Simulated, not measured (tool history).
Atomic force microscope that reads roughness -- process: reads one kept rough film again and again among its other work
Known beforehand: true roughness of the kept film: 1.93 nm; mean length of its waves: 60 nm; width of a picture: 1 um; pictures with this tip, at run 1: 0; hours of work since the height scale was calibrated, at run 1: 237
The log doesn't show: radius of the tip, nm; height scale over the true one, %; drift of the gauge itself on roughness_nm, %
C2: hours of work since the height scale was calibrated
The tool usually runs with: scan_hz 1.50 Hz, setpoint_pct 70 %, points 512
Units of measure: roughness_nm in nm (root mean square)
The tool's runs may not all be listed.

run 1 hour=0.0 | scan_hz=1.50 setpoint_pct=70 points=512 | pictures_with_this_tip=0 C2=237 | roughness_nm=1.764
run 2 hour=19.0 | scan_hz=1.50 setpoint_pct=70 points=512 | pictures_with_this_tip=38 C2=251 | roughness_nm=1.763
run 3 hour=29.0 | scan_hz=0.99 setpoint_pct=70 points=512 | pictures_with_this_tip=58 C2=258 | roughness_nm=1.809
run 4 hour=48.2 | scan_hz=0.99 setpoint_pct=70 points=512 | pictures_with_this_tip=96 C2=273 | roughness_nm=1.811
run 5 hour=64.0 | scan_hz=0.99 setpoint_pct=70 points=512 | pictures_with_this_tip=127 C2=284 | roughness_nm=1.810
run 6 hour=74.3 | scan_hz=1.50 setpoint_pct=70 points=512 | pictures_with_this_tip=148 C2=292 | roughness_nm=1.766
run 7 hour=86.5 | scan_hz=1.50 setpoint_pct=70 points=512 | pictures_with_this_tip=172 C2=301 | roughness_nm=1.766
run 8 hour=96.4 | scan_hz=3.29 setpoint_pct=70 points=512 | pictures_with_this_tip=192 C2=308 | roughness_nm=1.634
run 9 hour=107.0 | scan_hz=3.29 setpoint_pct=70 points=409 | pictures_with_this_tip=213 C2=316 | roughness_nm=1.628
-- hour=108.4 new tip fitted
run 10 hour=121.7 | scan_hz=1.50 setpoint_pct=70 points=512 | pictures_with_this_tip=27 C2=327 | roughness_nm=1.765
run 11 hour=131.0 | scan_hz=1.50 setpoint_pct=70 points=512 | pictures_with_this_tip=46 C2=334 | roughness_nm=1.769
run 12 hour=142.8 | scan_hz=1.50 setpoint_pct=70 points=512 | pictures_with_this_tip=69 C2=343 | roughness_nm=1.764
run 13 hour=152.1 | scan_hz=1.50 setpoint_pct=70 points=512 | pictures_with_this_tip=87 C2=349 | roughness_nm=1.765
run 14 hour=170.8 | scan_hz=1.50 setpoint_pct=70 points=476 | pictures_with_this_tip=125 C2=363 | roughness_nm=1.765
run 15 hour=188.8 | scan_hz=1.11 setpoint_pct=59 points=971 | pictures_with_this_tip=160 C2=377 | roughness_nm=1.845
run 16 hour=201.9 | scan_hz=1.11 setpoint_pct=59 points=971 | pictures_with_this_tip=186 C2=386 | roughness_nm=1.848
run 17 hour=210.2 | scan_hz=2.26 setpoint_pct=61 points=334 | pictures_with_this_tip=203 C2=393 | roughness_nm=1.780
-- hour=217.5 new tip fitted
run 18 hour=229.3 | scan_hz=1.52 setpoint_pct=72 points=270 | pictures_with_this_tip=24 C2=406 | roughness_nm=1.747
run 19 hour=244.4 | scan_hz=0.55 setpoint_pct=70 points=408 | pictures_with_this_tip=54 C2=418 | roughness_nm=1.847
run 20 hour=257.3 | scan_hz=1.53 setpoint_pct=55 points=333 | pictures_with_this_tip=79 C2=427 | roughness_nm=1.839
run 21 hour=276.0 | scan_hz=1.70 setpoint_pct=57 points=289 | pictures_with_this_tip=117 C2=441 | roughness_nm=1.826
run 22 hour=292.0 | scan_hz=3.85 setpoint_pct=84 points=276 | pictures_with_this_tip=148 C2=453 | roughness_nm=1.355
run 23 hour=306.6 | scan_hz=1.01 setpoint_pct=69 points=613 | pictures_with_this_tip=177 C2=464 | roughness_nm=1.813
-- hour=326.1 new tip fitted
run 24 hour=326.1 | scan_hz=1.50 setpoint_pct=85 points=512 | pictures_with_this_tip=0 C2=478 | roughness_nm=1.636
run 25 hour=340.4 | scan_hz=1.50 setpoint_pct=85 points=512 | pictures_with_this_tip=28 C2=489 | roughness_nm=1.630
run 26 hour=352.5 | scan_hz=1.29 setpoint_pct=60 points=514 | pictures_with_this_tip=52 C2=498 | roughness_nm=1.842

Branching from run 26: 4 alternative next runs. What would each branch give?
run A hour=372.0 | scan_hz=0.58 setpoint_pct=58 points=821 | pictures_with_this_tip=91 C2=512 | roughness_nm=?
run B hour=372.0 | scan_hz=1.29 setpoint_pct=57 points=497 | pictures_with_this_tip=91 C2=512 | roughness_nm=?
run C hour=372.0 | scan_hz=1.29 setpoint_pct=60 points=563 | pictures_with_this_tip=91 C2=512 | roughness_nm=?
run D hour=372.0 | scan_hz=1.00 setpoint_pct=79 points=293 | pictures_with_this_tip=91 C2=512 | roughness_nm=?

run=A roughness_nm=1.872
run=B roughness_nm=1.845
run=C roughness_nm=1.829
run=D roughness_nm=1.748
With the hidden condition removed and each run's random variation left untouched, the same runs would have given:
run=A roughness_nm=1.874
run=B roughness_nm=1.846
run=C roughness_nm=1.830
run=D roughness_nm=1.750
